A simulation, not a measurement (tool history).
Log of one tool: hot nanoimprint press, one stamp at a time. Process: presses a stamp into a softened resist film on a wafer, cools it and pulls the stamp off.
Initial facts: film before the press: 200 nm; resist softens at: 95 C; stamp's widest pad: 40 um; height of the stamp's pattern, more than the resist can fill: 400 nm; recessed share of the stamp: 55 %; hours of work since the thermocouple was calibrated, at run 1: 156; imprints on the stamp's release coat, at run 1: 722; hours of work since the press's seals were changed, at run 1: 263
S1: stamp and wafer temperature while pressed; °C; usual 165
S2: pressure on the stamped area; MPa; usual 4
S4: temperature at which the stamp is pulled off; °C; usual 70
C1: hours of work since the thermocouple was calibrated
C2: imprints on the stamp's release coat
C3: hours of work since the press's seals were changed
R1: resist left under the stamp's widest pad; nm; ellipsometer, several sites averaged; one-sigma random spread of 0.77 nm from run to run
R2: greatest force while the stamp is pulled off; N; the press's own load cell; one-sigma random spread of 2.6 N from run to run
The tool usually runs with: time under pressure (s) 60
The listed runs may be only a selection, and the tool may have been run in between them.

run 1 hour=0 | S1=165 S2=4 time_under_pressure_(s)=60 S4=70 | C1=156 C2=722 C3=263 | R1=96.8 R2=115
run 2 hour=59.7 | S1=165 S2=4 time_under_pressure_(s)=60 S4=70 | C1=182 C2=918 C3=289 | R1=96.5 R2=119
run 3 hour=115.5 | S1=165 S2=4 time_under_pressure_(s)=60 S4=59 | C1=207 C2=1101 C3=314 | R1=95.9 R2=143
run 4 hour=159.4 | S1=163 S2=4 time_under_pressure_(s)=60 S4=59 | C1=226 C2=1245 C3=333 | R1=102.7 R2=140
run 5 hour=209.7 | S1=165 S2=4 time_under_pressure_(s)=60 S4=68 | C1=249 C2=1410 C3=355 | R1=96.4 R2=117
run 6 hour=247.9 | S1=165 S2=4 time_under_pressure_(s)=108 S4=68 | C1=265 C2=1535 C3=372 | R1=79 R2=124
-- hour=302.5 plate thermocouple calibrated
run 7 hour=302.5 | S1=165 S2=4 time_under_pressure_(s)=108 S4=68 | C1=0 C2=1705 C3=395 | R1=80.4 R2=128
run 8 hour=359.3 | S1=165 S2=4 time_under_pressure_(s)=60 S4=73 | C1=25 C2=1891 C3=420 | R1=98 R2=113
run 9 hour=405.2 | S1=165 S2=4 time_under_pressure_(s)=60 S4=73 | C1=45 C2=2042 C3=440 | R1=96.7 R2=111
run 10 hour=434.8 | S1=165 S2=4 time_under_pressure_(s)=60 S4=73 | C1=58 C2=2139 C3=453 | R1=96.2 R2=113
run 11 hour=471.6 | S1=165 S2=4 time_under_pressure_(s)=60 S4=65 | C1=75 C2=2260 C3=470 | R1=96.5 R2=128
-- hour=498.9 stamp cleaned and given a new release coat
run 12 hour=521.3 | S1=165 S2=4 time_under_pressure_(s)=38 S4=70 | C1=94 C2=74 C3=489 | R1=112.8 R2=116
run 13 hour=554.3 | S1=165 S2=4 time_under_pressure_(s)=60 S4=74 | C1=108 C2=182 C3=503 | R1=96.6 R2=107
run 14 hour=588.8 | S1=164 S2=4 time_under_pressure_(s)=60 S4=70 | C1=124 C2=296 C3=519 | R1=99.2 R2=117
run 15 hour=633 | S1=165 S2=4 time_under_pressure_(s)=60 S4=67 | C1=143 C2=440 C3=538 | R1=95.6 R2=125
run 16 hour=678.5 | S1=165 S2=4 time_under_pressure_(s)=60 S4=67 | C1=163 C2=590 C3=558 | R1=96.1 R2=125
run 17 hour=743.4 | S1=163 S2=3.17 time_under_pressure_(s)=61 S4=66 | C1=192 C2=803 C3=587 | R1=115.4 R2=124
run 18 hour=812.4 | S1=163 S2=3.17 time_under_pressure_(s)=61 S4=66 | C1=222 C2=1029 C3=617 | R1=114 R2=125
run 19 hour=845.6 | S1=163 S2=3.17 time_under_pressure_(s)=61 S4=66 | C1=237 C2=1138 C3=632 | R1=114.7 R2=123
run 20 hour=880.7 | S1=165 S2=2.79 time_under_pressure_(s)=89 S4=74 | C1=252 C2=1253 C3=647 | R1=103.8 R2=109
run 21 hour=923.6 | S1=177 S2=4 time_under_pressure_(s)=60 S4=70 | C1=271 C2=1394 C3=666 | R1=70.8 R2=116
-- hour=966 plate thermocouple calibrated
run 22 hour=971.3 | S1=177 S2=4 time_under_pressure_(s)=60 S4=70 | C1=2 C2=1541 C3=686 | R1=70.6 R2=118
run 23 hour=1021.6 | S1=177 S2=4 time_under_pressure_(s)=60 S4=70 | C1=25 C2=1706 C3=708 | R1=70.8 R2=119
run 24 hour=1081 | S1=177 S2=4 time_under_pressure_(s)=60 S4=70 | C1=51 C2=1901 C3=734 | R1=71.3 R2=116
run 25 hour=1117.1 | S1=177 S2=4 time_under_pressure_(s)=60 S4=70 | C1=67 C2=2019 C3=750 | R1=71.4 R2=121
run 26 hour=1163.8 | S1=159 S2=3.75 time_under_pressure_(s)=71 S4=66 | C1=87 C2=2172 C3=771 | R1=112.5 R2=130
run 27 hour=1201.8 | S1=159 S2=3.75 time_under_pressure_(s)=71 S4=66 | C1=104 C2=2297 C3=788 | R1=112 R2=126
-- hour=1218.3 stamp cleaned and given a new release coat
run 28 hour=1236.5 | S1=159 S2=3.75 time_under_pressure_(s)=71 S4=66 | C1=117 C2=60 C3=800 | R1=111.8 R2=123
run 29 hour=1281.6 | S1=159 S2=3.75 time_under_pressure_(s)=71 S4=66 | C1=137 C2=208 C3=820 | R1=112.4 R2=126

Alternative continuations, all from the tool just after run 29; predict every row:
run A hour=1332.5 | S1=175 S2=3.75 time_under_pressure_(s)=38 S4=66 | C1=159 C2=375 C3=843 | R1=? R2=?
run B hour=1332.5 | S1=159 S2=3.75 time_under_pressure_(s)=74 S4=62 | C1=159 C2=375 C3=843 | R1=? R2=?
run C hour=1332.5 | S1=165 S2=4 time_under_pressure_(s)=96 S4=74 | C1=159 C2=375 C3=843 | R1=? R2=?
run D hour=1332.5 | S1=159 S2=3.75 time_under_pressure_(s)=71 S4=73 | C1=159 C2=375 C3=843 | R1=? R2=?

run=A R1=90.1 R2=127
run=B R1=111.2 R2=128
run=C R1=82.5 R2=110
run=D R1=113.5 R2=111
Without the tool's hidden state the same runs would have given:
run=A R1=90 R2=127
run=B R1=111 R2=128
run=C R1=82.4 R2=110
run=D R1=113.4 R2=111

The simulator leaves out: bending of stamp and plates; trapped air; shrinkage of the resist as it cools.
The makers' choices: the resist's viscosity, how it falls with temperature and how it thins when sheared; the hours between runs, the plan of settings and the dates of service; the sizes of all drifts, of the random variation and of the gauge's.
